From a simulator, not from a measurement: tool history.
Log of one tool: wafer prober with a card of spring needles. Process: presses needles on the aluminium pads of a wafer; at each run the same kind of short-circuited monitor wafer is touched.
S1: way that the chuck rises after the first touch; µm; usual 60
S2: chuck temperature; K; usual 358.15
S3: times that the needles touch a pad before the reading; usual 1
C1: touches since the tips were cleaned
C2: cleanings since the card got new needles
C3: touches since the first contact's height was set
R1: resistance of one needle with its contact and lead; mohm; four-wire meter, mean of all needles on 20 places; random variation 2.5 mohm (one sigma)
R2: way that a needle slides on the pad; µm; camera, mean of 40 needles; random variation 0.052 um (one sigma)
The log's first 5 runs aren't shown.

run,hour,S1,S2,S3,C1,C2,C3,R1,R2
# hour 124.8: tips cleaned on abrasive film
6,124.8,60,298.15,1,0,25,58577,267,12.49
7,162.2,60,358.15,1,4919,25,63496,290,12.30
# hour 177.8: tips cleaned on abrasive film
8,185.3,60,385.15,1,987,26,66516,296,12.40
9,203.0,60,385.15,1,3316,26,68845,293,12.35
# hour 229.8: tips cleaned on abrasive film
10,241.7,41,385.15,1,1563,27,73923,308,8.48
11,275.7,41,385.15,1,6024,27,78384,308,8.49
# hour 284.7: tips cleaned on abrasive film
12,317.9,41,385.15,1,4357,28,83918,309,8.47
# hour 337.0: tips cleaned on abrasive film
13,351.2,60,358.15,1,1875,29,88288,290,12.35
14,372.4,60,358.15,1,4652,29,91065,287,12.36
# hour 389.9: tips cleaned on abrasive film
15,392.5,60,358.15,1,340,30,93700,288,12.39
16,430.3,60,305.15,2,5307,30,98667,269,12.35
# hour 443.8: tips cleaned on abrasive film
17,466.9,60,305.15,2,3036,31,103465,271,12.32
# hour 498.0: tips cleaned on abrasive film
18,501.9,60,305.15,2,513,32,108043,271,12.39
19,534.2,60,300.15,2,4765,32,112295,270,12.29
# hour 551.8: tips cleaned on abrasive film
20,561.3,60,324.15,3,1256,33,115843,276,12.43
21,602.2,61,311.15,2,6630,33,121217,269,12.61
# hour 604.8: tips cleaned on abrasive film
22,641.3,59,358.15,1,4794,34,126342,288,12.16
# hour 656.9: tips cleaned on abrasive film
23,668.1,59,358.15,1,1479,35,129853,282,12.15
24,694.4,59,358.15,1,4935,35,133309,289,12.29
# hour 709.5: tips cleaned on abrasive film
25,722.0,46,328.15,2,1645,36,136920,281,9.58
# hour 750.6: height of the first contact set anew
26,757.9,60,348.15,2,6330,36,964,282,12.32
# hour 761.7: tips cleaned on abrasive film
27,798.8,77,313.15,1,4871,37,6314,268,15.96
# hour 813.9: tips cleaned on abrasive film
28,838.8,60,313.15,2,3270,38,11562,270,12.37
29,863.0,41,340.15,3,6451,38,14743,290,8.51
# hour 865.8: tips cleaned on abrasive film
30,883.4,44,303.15,1,2307,39,17412,279,9.03

Forecast each of these 3 alternatives for the next run:
# hour 917.7: tips cleaned on abrasive film
A,920.2,60,358.15,1,329,40,22238,?,?
# hour 917.7: tips cleaned on abrasive film
B,920.2,50,303.15,1,329,40,22238,?,?
# hour 917.7: tips cleaned on abrasive film
C,920.2,44,386.15,2,329,40,22238,?,?

run,R1,R2
A,287,12.36
B,271,10.30
C,303,9.12
Without the tool's hidden state the same runs would have given:
run,R1,R2
A,287,12.36
B,271,10.30
C,303,9.12
